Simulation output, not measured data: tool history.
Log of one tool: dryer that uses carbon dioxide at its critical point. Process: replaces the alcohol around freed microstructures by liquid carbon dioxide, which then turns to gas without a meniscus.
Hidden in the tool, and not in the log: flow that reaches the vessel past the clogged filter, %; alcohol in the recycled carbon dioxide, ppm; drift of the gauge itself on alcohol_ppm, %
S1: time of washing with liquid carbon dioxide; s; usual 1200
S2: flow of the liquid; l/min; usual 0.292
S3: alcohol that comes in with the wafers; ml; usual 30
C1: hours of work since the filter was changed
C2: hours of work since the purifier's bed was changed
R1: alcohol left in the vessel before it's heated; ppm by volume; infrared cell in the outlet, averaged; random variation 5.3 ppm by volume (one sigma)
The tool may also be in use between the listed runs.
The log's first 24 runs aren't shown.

| run | hour | S1 | S2 | S3 | C1 | C2 | R1 |
|---|---|---|---|---|---|---|---|
| 25 | 782.6 | 1680 | 0.443 | 103 | 491 | 438 | 25 |
| 26 | 808.9 | 1680 | 0.443 | 103 | 508 | 455 | 34 |
| 27 | 836.3 | 1680 | 0.443 | 103 | 525 | 473 | 43 |
| 28 | 879.3 | 840 | 0.292 | 23 | 553 | 501 | 766 |
| 29 | 907.4 | 840 | 0.292 | 23 | 571 | 519 | 762 |
| 30 | 928.6 | 840 | 0.292 | 23 | 585 | 533 | 759 |
|  | 944.5 | inlet filter changed |
| 31 | 950.8 | 840 | 0.292 | 23 | 4 | 547 | 461 |
| 32 | 984.1 | 1800 | 0.213 | 36 | 26 | 568 | 118 |
| 33 | 1020.9 | 1560 | 0.416 | 30 | 49 | 592 | 38 |
|  | 1043.8 | purifier's bed changed |
| 34 | 1058.6 | 1560 | 0.416 | 30 | 72 | 10 | 15 |
| 35 | 1078.1 | 840 | 0.299 | 30 | 85 | 22 | 574 |
| 36 | 1114.2 | 1800 | 0.292 | 42 | 108 | 46 | 24 |
| 37 | 1144.9 | 1020 | 0.436 | 30 | 128 | 65 | 42 |
| 38 | 1169.2 | 1020 | 0.436 | 30 | 143 | 81 | 37 |
| 39 | 1195.5 | 1500 | 0.292 | 50 | 160 | 98 | 68 |
| 40 | 1236.6 | 960 | 0.201 | 62 | 187 | 125 | 2994 |
| 41 | 1261.9 | 1140 | 0.408 | 45 | 203 | 141 | 51 |
| 42 | 1292.4 | 1140 | 0.408 | 45 | 223 | 161 | 47 |

Forecast each of these 5 alternatives for the next run:
| A | 1314.9 | 1200 | 0.317 | 30 | 238 | 175 | ? |
| B | 1314.9 | 1500 | 0.255 | 102 | 238 | 175 | ? |
| C | 1314.9 | 960 | 0.181 | 42 | 238 | 175 | ? |
| D | 1314.9 | 1140 | 0.408 | 58 | 238 | 175 | ? |
| E | 1314.9 | 1200 | 0.346 | 27 | 238 | 175 | ? |

| run | R1 |
|---|---|
| A | 110 |
| B | 307 |
| C | 2885 |
| D | 72 |
| E | 73 |
Without the tool's hidden state the same runs would have given:
| run | R1 |
|---|---|
| A | 70 |
| B | 205 |
| C | 2414 |
| D | 41 |
| E | 44 |

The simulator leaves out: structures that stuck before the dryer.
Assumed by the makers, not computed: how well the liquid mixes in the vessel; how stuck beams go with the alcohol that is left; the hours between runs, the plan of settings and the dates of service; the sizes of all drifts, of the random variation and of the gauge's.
